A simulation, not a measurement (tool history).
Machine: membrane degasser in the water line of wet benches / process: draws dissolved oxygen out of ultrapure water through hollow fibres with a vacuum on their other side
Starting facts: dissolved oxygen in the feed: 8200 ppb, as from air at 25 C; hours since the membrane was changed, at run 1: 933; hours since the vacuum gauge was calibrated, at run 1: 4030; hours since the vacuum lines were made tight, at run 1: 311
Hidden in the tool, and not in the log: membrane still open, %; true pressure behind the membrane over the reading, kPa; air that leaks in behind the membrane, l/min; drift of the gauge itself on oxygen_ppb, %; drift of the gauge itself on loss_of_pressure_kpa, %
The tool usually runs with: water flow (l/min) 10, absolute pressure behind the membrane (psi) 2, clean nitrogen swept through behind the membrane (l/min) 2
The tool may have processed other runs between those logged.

| run | hour | water flow (l/min) | absolute pressure behind the membrane (psi) | clean nitrogen swept through behind the membrane (l/min) | hours since the membrane was changed | hours since the vacuum gauge was calibrated | hours since the vacuum lines were made tight | dissolved oxygen in the water behind the degasser (ppb) | pressure that the water loses in the fibres (psi) |
|---|---|---|---|---|---|---|---|---|---|
| 1 | 0 | 10 | 2 | 2 | 933 | 4030 | 311 | 189.9 | 6.77 |
| 2 | 65.4 | 10 | 2 | 1.23 | 998 | 4095 | 377 | 264.8 | 6.701 |
| 3 | 156.3 | 10 | 2 | 1.23 | 1089 | 4186 | 467 | 265.8 | 6.812 |
| 4 | 230.1 | 10 | 2 | 1.23 | 1163 | 4260 | 541 | 264 | 6.833 |
| 5 | 297 | 10 | 2 | 2.23 | 1230 | 4327 | 608 | 179.1 | 6.796 |
| 6 | 387.2 | 10 | 2 | 2.23 | 1320 | 4417 | 698 | 177.4 | 6.769 |

Predict the results of run 7:
| 7 | 457.2 | 10 | 2 | 2.23 | 1390 | 4487 | 768 | ? | ? |

dissolved oxygen in the water behind the degasser (ppb): 179
pressure that the water loses in the fibres (psi): 6.82
With no hidden state in the tool, this same run would have given dissolved oxygen in the water behind the degasser (ppb) 174.6, pressure that the water loses in the fibres (psi) 6.772.

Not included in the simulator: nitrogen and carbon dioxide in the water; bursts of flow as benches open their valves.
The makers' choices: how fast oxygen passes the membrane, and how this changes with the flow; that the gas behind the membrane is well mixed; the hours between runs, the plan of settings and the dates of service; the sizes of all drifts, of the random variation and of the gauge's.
